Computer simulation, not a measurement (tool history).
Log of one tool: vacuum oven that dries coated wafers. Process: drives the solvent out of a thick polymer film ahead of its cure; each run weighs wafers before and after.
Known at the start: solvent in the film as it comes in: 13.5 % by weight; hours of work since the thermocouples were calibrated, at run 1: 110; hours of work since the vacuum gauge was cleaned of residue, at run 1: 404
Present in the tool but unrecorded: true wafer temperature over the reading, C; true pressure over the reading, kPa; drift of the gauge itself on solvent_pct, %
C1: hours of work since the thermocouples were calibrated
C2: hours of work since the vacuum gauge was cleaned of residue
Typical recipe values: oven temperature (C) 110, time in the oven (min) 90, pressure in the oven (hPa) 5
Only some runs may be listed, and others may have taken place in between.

Run 1, hour 0: usual settings; C1 110; C2 404. Result: solvent left in the film (%) 1.47.
Run 2, hour 18.6: usual settings but pressure in the oven (hPa) 7.73; C1 122; C2 415. Result: solvent left in the film (%) 1.53.
Run 3, hour 43.5: usual settings but pressure in the oven (hPa) 11.55; C1 137; C2 431. Result: solvent left in the film (%) 1.65.
Run 4, hour 73.3: usual settings but pressure in the oven (hPa) 11.55; C1 155; C2 449. Result: solvent left in the film (%) 1.62.
Run 5, hour 102.3: usual settings but pressure in the oven (hPa) 11.55; C1 173; C2 467. Result: solvent left in the film (%) 1.63.
Run 6, hour 130.3: usual settings but time in the oven (min) 57; C1 190; C2 484. Result: solvent left in the film (%) 2.98.
Run 7, hour 152.3: usual settings but time in the oven (min) 57; C1 204; C2 497. Result: solvent left in the film (%) 3.
Run 8, hour 183.3: usual settings but time in the oven (min) 57; C1 223; C2 516. Result: solvent left in the film (%) 2.97.
Run 9, hour 209.6: usual settings but time in the oven (min) 57; C1 239; C2 532. Result: solvent left in the film (%) 3.
Run 10, hour 237.7: usual settings but time in the oven (min) 124; C1 256; C2 550. Result: solvent left in the film (%) 0.77.
Run 11, hour 252.9: usual settings; C1 265; C2 559. Result: solvent left in the film (%) 1.46.
Run 12, hour 283: usual settings; C1 284; C2 577. Result: solvent left in the film (%) 1.46.
Run 13, hour 306.6: usual settings but time in the oven (min) 147; C1 298; C2 592. Result: solvent left in the film (%) 0.49.
Run 14, hour 333: usual settings; C1 314; C2 608. Result: solvent left in the film (%) 1.47.
Run 15, hour 352.2: usual settings; C1 326; C2 620. Result: solvent left in the film (%) 1.48.
Run 16, hour 377.5: usual settings but pressure in the oven (hPa) 2.77; C1 342; C2 635. Result: solvent left in the film (%) 1.4.
Run 17, hour 400: usual settings but pressure in the oven (hPa) 2.77; C1 355; C2 649. Result: solvent left in the film (%) 1.39.
Run 18, hour 431.4: usual settings but pressure in the oven (hPa) 2.77; C1 375; C2 668. Result: solvent left in the film (%) 1.4.
Run 19, hour 444.9: usual settings but pressure in the oven (hPa) 2.77; C1 383; C2 677. Result: solvent left in the film (%) 1.37.
Run 20, hour 466.4: usual settings but pressure in the oven (hPa) 5.35; C1 396; C2 690. Result: solvent left in the film (%) 1.49.
Run 21, hour 485.2: usual settings but pressure in the oven (hPa) 10.41; C1 408; C2 701. Result: solvent left in the film (%) 1.62.
Run 22, hour 499.9: usual settings; C1 417; C2 710. Result: solvent left in the film (%) 1.45.
Run 23, hour 519.5: usual settings; C1 429; C2 722. Result: solvent left in the film (%) 1.44.
Run 24, hour 539.8: usual settings; C1 441; C2 735. Result: solvent left in the film (%) 1.45.
Run 25, hour 558.9: usual settings but time in the oven (min) 76, pressure in the oven (hPa) 13.89; C1 453; C2 746. Result: solvent left in the film (%) 2.19.
Run 26, hour 575.3: usual settings but time in the oven (min) 76, pressure in the oven (hPa) 13.89; C1 463; C2 756. Result: solvent left in the film (%) 2.19.
Run 27, hour 605.4: usual settings but time in the oven (min) 142, pressure in the oven (hPa) 16.54; C1 481; C2 775. Result: solvent left in the film (%) 0.92.
Run 28, hour 627.3: usual settings but oven temperature (C) 114, time in the oven (min) 120, pressure in the oven (hPa) 2.72; C1 495; C2 788. Result: solvent left in the film (%) 0.45.
At hour 630.6: oven's thermocouples calibrated.
Run 29, hour 658.9: usual settings but oven temperature (C) 102, time in the oven (min) 50, pressure in the oven (hPa) 3.16; C1 17; C2 806. Result: solvent left in the film (%) 4.97.
Run 30, hour 673: usual settings but oven temperature (C) 102, time in the oven (min) 50, pressure in the oven (hPa) 3.16; C1 26; C2 815. Result: solvent left in the film (%) 5.02.
Run 31, hour 699.2: usual settings but oven temperature (C) 98, time in the oven (min) 81, pressure in the oven (hPa) 2.53; C1 42; C2 831. Result: solvent left in the film (%) 3.88.
Run 32, hour 730.5: usual settings but oven temperature (C) 98, time in the oven (min) 81, pressure in the oven (hPa) 2.53; C1 61; C2 850. Result: solvent left in the film (%) 3.88.
Run 33, hour 758.4: usual settings but oven temperature (C) 98, time in the oven (min) 81, pressure in the oven (hPa) 2.53; C1 78; C2 867. Result: solvent left in the film (%) 3.89.
Run 34, hour 786.7: usual settings but oven temperature (C) 98, time in the oven (min) 81, pressure in the oven (hPa) 2.53; C1 96; C2 885. Result: solvent left in the film (%) 3.88.
At hour 806.7: oven's thermocouples calibrated, once more.
Run 35, hour 814.6: usual settings but oven temperature (C) 121, time in the oven (min) 75, pressure in the oven (hPa) 6.77; C1 5; C2 901. Result: solvent left in the film (%) 0.76.
Run 36, hour 828.9: usual settings but oven temperature (C) 97, time in the oven (min) 48, pressure in the oven (hPa) 9.08; C1 14; C2 909. Result: solvent left in the film (%) 6.46.
Run 37, hour 853.8: usual settings but oven temperature (C) 97, time in the oven (min) 48, pressure in the oven (hPa) 9.08; C1 29; C2 925. Result: solvent left in the film (%) 6.46.
Run 38, hour 871.3: usual settings but oven temperature (C) 97, time in the oven (min) 48, pressure in the oven (hPa) 9.08; C1 40; C2 935. Result: solvent left in the film (%) 6.43.
Run 39, hour 898.8: usual settings but pressure in the oven (hPa) 10.71; C1 56; C2 952. Result: solvent left in the film (%) 1.68.
Run 40, hour 924.3: usual settings but pressure in the oven (hPa) 10.71; C1 72; C2 968. Result: solvent left in the film (%) 1.71.
Run 41, hour 954: usual settings but pressure in the oven (hPa) 10.71; C1 90; C2 986. Result: solvent left in the film (%) 1.68.
Run 42, hour 974.3: usual settings but pressure in the oven (hPa) 10.71; C1 103; C2 999. Result: solvent left in the film (%) 1.69.
Run 43, hour 995.7: usual settings but oven temperature (C) 120, time in the oven (min) 53, pressure in the oven (hPa) 12.02; C1 116; C2 1012. Result: solvent left in the film (%) 1.74.
Run 44, hour 1018.6: usual settings but oven temperature (C) 105, time in the oven (min) 53, pressure in the oven (hPa) 12.93; C1 130; C2 1026. Result: solvent left in the film (%) 4.54.
Run 45, hour 1047.3: usual settings but pressure in the oven (hPa) 9.69; C1 148; C2 1043. Result: solvent left in the film (%) 1.63.
Run 46, hour 1065.5: usual settings but oven temperature (C) 123, pressure in the oven (hPa) 13.12; C1 159; C2 1054. Result: solvent left in the film (%) 0.54.
Run 47, hour 1081.8: usual settings but oven temperature (C) 103, time in the oven (min) 47, pressure in the oven (hPa) 13.12; C1 169; C2 1064. Result: solvent left in the film (%) 5.43.

For each entry between runs, how does the tool's hidden state at the last listed run before it compare with that at the first listed run after it?
In the gap between runs 28 and 29: oven's thermocouples calibrated (hour 630.6)
  true wafer temperature over the reading, C: 0.45 -> 0.62; true pressure over the reading, kPa: 0.218 -> 0.223
  measured value less the no-hidden-state value, solvent left in the film (%): +0.03 -> -0.07
In the gap between runs 34 and 35: oven's thermocouples calibrated, once more (hour 806.7)
  true wafer temperature over the reading, C: 0.69 -> -0.07; true pressure over the reading, kPa: 0.247 -> 0.251
  measured value less the no-hidden-state value, solvent left in the film (%): -0.06 -> +0.06
